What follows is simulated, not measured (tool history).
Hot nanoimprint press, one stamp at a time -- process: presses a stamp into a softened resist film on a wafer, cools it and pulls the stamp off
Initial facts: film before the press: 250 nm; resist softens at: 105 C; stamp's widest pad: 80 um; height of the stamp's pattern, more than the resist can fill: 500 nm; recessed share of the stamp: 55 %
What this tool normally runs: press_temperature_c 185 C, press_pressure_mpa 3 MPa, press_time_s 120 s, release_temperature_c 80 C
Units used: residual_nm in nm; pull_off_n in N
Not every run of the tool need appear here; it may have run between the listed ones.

run,hour,press_temperature_c,press_pressure_mpa,press_time_s,release_temperature_c,residual_nm,pull_off_n
1,0,185,3,120,80,112.5,238
2,8.7,185,3.77,120,80,101.9,234
3,15.3,185,3.77,120,80,101.5,238
4,29.7,185,3.77,120,80,102.8,257
5,38.5,185,3.77,120,80,102.7,255
6,46.3,185,3.77,120,80,102.2,260
7,61.3,191,3,120,80,82.7,269
# hour 65.7: plate thermocouple calibrated
8,73.1,180,3,120,80,130.8,265
9,80.8,185,3,120,85,101.8,261
10,88,185,3,120,85,101.2,250
11,102.5,185,3,120,85,101.6,259
12,108.8,185,3,184,85,84.8,262
13,118.8,185,3,184,85,84.1,280
14,126.6,185,3,65,85,127.8,275
15,133.4,185,3,120,76,102.3,306
16,145.4,185,3,120,76,101.8,313
17,158.7,194,4.39,98,73,59,321
18,172.5,194,4.39,98,73,58.7,316
19,181.1,194,4.39,98,73,59.9,325
20,194.1,175,1.88,77,80,202,299
21,205,194,3,180,80,54,319
22,216.7,185,3,120,76,103.8,347
23,225.4,196,3,192,74,47.3,353
24,237.7,196,3,192,74,47.5,348
25,244,196,3,200,75,48,345
26,251.3,190,4.52,69,75,84.7,364
27,261.2,178,2.7,210,80,125.4,342
28,274.3,191,3.69,145,85,64.8,341
29,288.4,191,3.69,145,85,63.5,344
30,300,193,2.51,77,68,91.6,387

A few steps of residual_nm between consecutive runs. Split each: what settings, incoming material and random variation would produce without the hidden state, and what is left over for the hidden state, along with gauge scatter present in only one of the two compared results (measured, and without hidden state):
What the log doesn't record here: true temperature over the reading, C; pressure that arrives at the usual setting, %; grip of the stamp's worn release coat, % over a new coat's; drift of the gauge itself on residual_nm, %; drift of the gauge itself on pull_off_n, %.
Run 6 -> 7: press_temperature_c 185 -> 191, press_pressure_mpa 3.77 -> 3. residual_nm -19.5 nm: hidden state -2.3, all else -17.2.
Run 7 -> 8: press_temperature_c 191 -> 180, plate thermocouple calibrated. residual_nm +48.1 nm: hidden state -9.7, all else +57.8.
Run 19 -> 20: press_temperature_c 194 -> 175, press_pressure_mpa 4.39 -> 1.88, press_time_s 98 -> 77, release_temperature_c 73 -> 80. residual_nm +142.1 nm: hidden state +0.1, all else +142.
Run 20 -> 21: press_temperature_c 175 -> 194, press_pressure_mpa 1.88 -> 3, press_time_s 77 -> 180. residual_nm -148 nm: hidden state -0.2, all else -147.8.
Run 25 -> 26: press_temperature_c 196 -> 190, press_pressure_mpa 3 -> 4.52, press_time_s 200 -> 69. residual_nm +36.7 nm: hidden state +1.2, all else +35.5.
Run 27 -> 28: press_temperature_c 178 -> 191, press_pressure_mpa 2.7 -> 3.69, press_time_s 210 -> 145, release_temperature_c 80 -> 85. residual_nm -60.6 nm: hidden state -0.9, all else -59.7.
